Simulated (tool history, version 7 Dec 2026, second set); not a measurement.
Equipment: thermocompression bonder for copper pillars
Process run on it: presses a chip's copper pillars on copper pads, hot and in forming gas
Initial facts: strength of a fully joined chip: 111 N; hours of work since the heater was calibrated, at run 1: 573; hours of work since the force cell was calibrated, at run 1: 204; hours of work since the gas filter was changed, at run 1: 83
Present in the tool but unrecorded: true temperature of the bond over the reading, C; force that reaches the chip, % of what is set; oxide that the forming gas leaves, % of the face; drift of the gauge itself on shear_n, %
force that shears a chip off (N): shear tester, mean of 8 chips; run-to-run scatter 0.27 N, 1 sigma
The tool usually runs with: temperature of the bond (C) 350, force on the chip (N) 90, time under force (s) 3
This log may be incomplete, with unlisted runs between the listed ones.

| run | hour | temperature of the bond (C) | force on the chip (N) | time under force (s) | hours of work since the heater was calibrated | hours of work since the force cell was calibrated | hours of work since the gas filter was changed | force that shears a chip off (N) |
|---|---|---|---|---|---|---|---|---|
| 1 | 0.0 | 350 | 90 | 3 | 573 | 204 | 83 | 53.6 |
| 2 | 12.3 | 350 | 90 | 3 | 581 | 212 | 91 | 53.1 |
| 3 | 18.7 | 350 | 90 | 3 | 585 | 216 | 95 | 52.6 |
| 4 | 25.8 | 330 | 90 | 3 | 590 | 221 | 100 | 43.3 |
| 5 | 32.1 | 330 | 90 | 3 | 594 | 225 | 104 | 43.4 |
| 6 | 45.2 | 330 | 58 | 3 | 603 | 233 | 113 | 33.3 |
| 7 | 52.7 | 350 | 90 | 3 | 607 | 238 | 118 | 52.8 |
| 8 | 60.0 | 350 | 90 | 3 | 612 | 243 | 123 | 52.8 |
| 9 | 73.5 | 350 | 90 | 3 | 621 | 252 | 132 | 53.4 |
| 10 | 83.9 | 350 | 90 | 3 | 628 | 259 | 138 | 52.3 |
| 11 | 96.4 | 350 | 90 | 3 | 636 | 267 | 147 | 52.8 |
| 12 | 109.1 | 350 | 79 | 3 | 645 | 276 | 155 | 49.2 |
| 13 | 116.5 | 350 | 79 | 3 | 649 | 280 | 160 | 49.5 |
| 14 | 123.2 | 350 | 67 | 3 | 654 | 285 | 164 | 44.7 |
| 15 | 131.4 | 350 | 67 | 3 | 659 | 290 | 170 | 44.4 |
| 16 | 143.8 | 350 | 90 | 3 | 667 | 298 | 178 | 52.4 |
| 17 | 149.3 | 350 | 90 | 3 | 671 | 302 | 182 | 52.2 |
| 18 | 156.7 | 350 | 90 | 3 | 676 | 307 | 186 | 52.6 |
| 19 | 163.2 | 350 | 90 | 3 | 680 | 311 | 191 | 52.1 |
| 20 | 168.9 | 350 | 90 | 3 | 684 | 315 | 194 | 51.9 |
| 21 | 180.8 | 350 | 90 | 3 | 692 | 323 | 202 | 52.3 |
| 22 | 192.9 | 371 | 92 | 2 | 700 | 331 | 210 | 55.7 |
| 23 | 201.0 | 337 | 58 | 3 | 705 | 336 | 216 | 34.9 |
| 24 | 207.7 | 350 | 64 | 5 | 710 | 340 | 220 | 52.0 |
|  | 210.5 | heater calibrated with a thermocouple chip |
| 25 | 215.2 | 345 | 61 | 5 | 3 | 344 | 224 | 46.8 |
| 26 | 224.6 | 345 | 61 | 5 | 9 | 350 | 230 | 47.2 |
| 27 | 233.4 | 350 | 89 | 6 | 15 | 356 | 236 | 63.5 |
| 28 | 246.7 | 350 | 57 | 3 | 24 | 365 | 244 | 38.9 |
|  | 256.6 | heater calibrated with a thermocouple chip, once more |
| 29 | 261.8 | 321 | 111 | 3 | 3 | 374 | 253 | 46.1 |
| 30 | 269.6 | 374 | 100 | 5 | 9 | 379 | 258 | 80.5 |
| 31 | 281.7 | 374 | 100 | 5 | 17 | 387 | 266 | 79.5 |
| 32 | 288.1 | 362 | 100 | 4 | 21 | 391 | 270 | 69.9 |
| 33 | 296.7 | 362 | 89 | 6 | 26 | 397 | 276 | 74.6 |
| 34 | 302.3 | 350 | 56 | 6 | 30 | 400 | 280 | 55.1 |
| 35 | 309.8 | 350 | 56 | 6 | 35 | 405 | 285 | 54.9 |
| 36 | 317.2 | 350 | 56 | 6 | 40 | 410 | 290 | 54.5 |
| 37 | 327.1 | 325 | 90 | 2 | 46 | 417 | 296 | 36.7 |
| 38 | 338.4 | 325 | 90 | 2 | 54 | 424 | 303 | 35.9 |
| 39 | 348.8 | 350 | 101 | 3 | 61 | 431 | 310 | 57.9 |
| 40 | 359.7 | 350 | 129 | 4 | 68 | 438 | 318 | 70.6 |
| 41 | 368.8 | 359 | 106 | 4 | 74 | 444 | 323 | 69.3 |

What if the next run were any one of these 3? Each begins from the tool's condition after run 41:
| A | 376.0 | 364 | 90 | 3 | 79 | 449 | 328 | ? |
| B | 376.0 | 342 | 90 | 3 | 79 | 449 | 328 | ? |
| C | 376.0 | 373 | 106 | 7 | 79 | 449 | 328 | ? |

| run | force that shears a chip off (N) |
|---|---|
| A | 61.2 |
| B | 50.5 |
| C | 86.8 |
Without the tool's hidden state the same runs would have given:
| run | force that shears a chip off (N) |
|---|---|
| A | 63.3 |
| B | 52.1 |
| C | 89.6 |

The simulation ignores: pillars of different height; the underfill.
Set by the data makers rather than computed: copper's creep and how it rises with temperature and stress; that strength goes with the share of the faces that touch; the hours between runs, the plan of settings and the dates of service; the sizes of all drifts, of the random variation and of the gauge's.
